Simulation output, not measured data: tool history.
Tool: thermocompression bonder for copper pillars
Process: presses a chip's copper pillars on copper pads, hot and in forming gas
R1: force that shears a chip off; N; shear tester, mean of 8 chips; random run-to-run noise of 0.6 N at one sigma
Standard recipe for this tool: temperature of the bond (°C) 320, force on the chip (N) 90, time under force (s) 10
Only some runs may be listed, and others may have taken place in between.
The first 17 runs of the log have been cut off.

{"run": 18, "day": 5.546, "temperature of the bond (°C)": 320, "force on the chip (N)": 90, "time under force (s)": 8, "R1": 44.4}
{"run": 19, "day": 5.825, "temperature of the bond (°C)": 320, "force on the chip (N)": 90, "time under force (s)": 10, "R1": 48.3}
{"run": 20, "day": 6.133, "temperature of the bond (°C)": 320, "force on the chip (N)": 124, "time under force (s)": 10, "R1": 58.1}
{"run": 21, "day": 6.546, "temperature of the bond (°C)": 346, "force on the chip (N)": 124, "time under force (s)": 10, "R1": 79.4}
{"run": 22, "day": 6.792, "temperature of the bond (°C)": 338, "force on the chip (N)": 99, "time under force (s)": 6, "R1": 51.9}
{"run": 23, "day": 7.075, "temperature of the bond (°C)": 320, "force on the chip (N)": 88, "time under force (s)": 16, "R1": 56.2}
{"run": 24, "day": 7.454, "temperature of the bond (°C)": 320, "force on the chip (N)": 88, "time under force (s)": 16, "R1": 56.6}
{"run": 25, "day": 7.688, "temperature of the bond (°C)": 320, "force on the chip (N)": 88, "time under force (s)": 16, "R1": 55.7}
{"run": 26, "day": 7.938, "temperature of the bond (°C)": 345, "force on the chip (N)": 90, "time under force (s)": 20, "R1": 81.2}
{"run": 27, "day": 8.354, "temperature of the bond (°C)": 339, "force on the chip (N)": 90, "time under force (s)": 20, "R1": 75.9}
{"run": 28, "day": 8.742, "temperature of the bond (°C)": 348, "force on the chip (N)": 112, "time under force (s)": 8, "R1": 69.6}
{"run": 29, "day": 9.146, "temperature of the bond (°C)": 348, "force on the chip (N)": 112, "time under force (s)": 8, "R1": 70.1}
{"run": 30, "day": 9.521, "temperature of the bond (°C)": 329, "force on the chip (N)": 107, "time under force (s)": 13, "R1": 64.1}
{"run": 31, "day": 9.779, "temperature of the bond (°C)": 333, "force on the chip (N)": 58, "time under force (s)": 13, "R1": 48.2}
{"day": 9.996, "done": "forming gas filter changed"}
{"run": 32, "day": 10.008, "temperature of the bond (°C)": 342, "force on the chip (N)": 58, "time under force (s)": 13, "R1": 59.9}
{"run": 33, "day": 10.404, "temperature of the bond (°C)": 320, "force on the chip (N)": 78, "time under force (s)": 23, "R1": 65.8}
{"run": 34, "day": 10.733, "temperature of the bond (°C)": 328, "force on the chip (N)": 75, "time under force (s)": 7, "R1": 45.4}
{"run": 35, "day": 11.071, "temperature of the bond (°C)": 338, "force on the chip (N)": 75, "time under force (s)": 23, "R1": 79.8}
{"run": 36, "day": 11.342, "temperature of the bond (°C)": 338, "force on the chip (N)": 75, "time under force (s)": 23, "R1": 77.9}
{"run": 37, "day": 11.608, "temperature of the bond (°C)": 320, "force on the chip (N)": 60, "time under force (s)": 17, "R1": 49}
{"run": 38, "day": 11.946, "temperature of the bond (°C)": 315, "force on the chip (N)": 79, "time under force (s)": 9, "R1": 41.7}
{"run": 39, "day": 12.358, "temperature of the bond (°C)": 346, "force on the chip (N)": 73, "time under force (s)": 9, "R1": 61.9}
{"run": 40, "day": 12.738, "temperature of the bond (°C)": 334, "force on the chip (N)": 89, "time under force (s)": 14, "R1": 68.7}
{"run": 41, "day": 13.175, "temperature of the bond (°C)": 307, "force on the chip (N)": 129, "time under force (s)": 6, "R1": 41.4}

What if the next run were any one of these 3? Each begins from the tool's condition after run 41:
{"run": "A", "day": 13.388, "temperature of the bond (°C)": 327, "force on the chip (N)": 103, "time under force (s)": 10, "R1": "?"}
{"run": "B", "day": 13.388, "temperature of the bond (°C)": 307, "force on the chip (N)": 100, "time under force (s)": 6, "R1": "?"}
{"run": "C", "day": 13.388, "temperature of the bond (°C)": 309, "force on the chip (N)": 132, "time under force (s)": 15, "R1": "?"}

run=A R1=59.4
run=B R1=35.4
run=C R1=62.7
What these runs would have given with no unlogged condition in the tool:
run=A R1=62.5
run=B R1=37.4
run=C R1=66.1

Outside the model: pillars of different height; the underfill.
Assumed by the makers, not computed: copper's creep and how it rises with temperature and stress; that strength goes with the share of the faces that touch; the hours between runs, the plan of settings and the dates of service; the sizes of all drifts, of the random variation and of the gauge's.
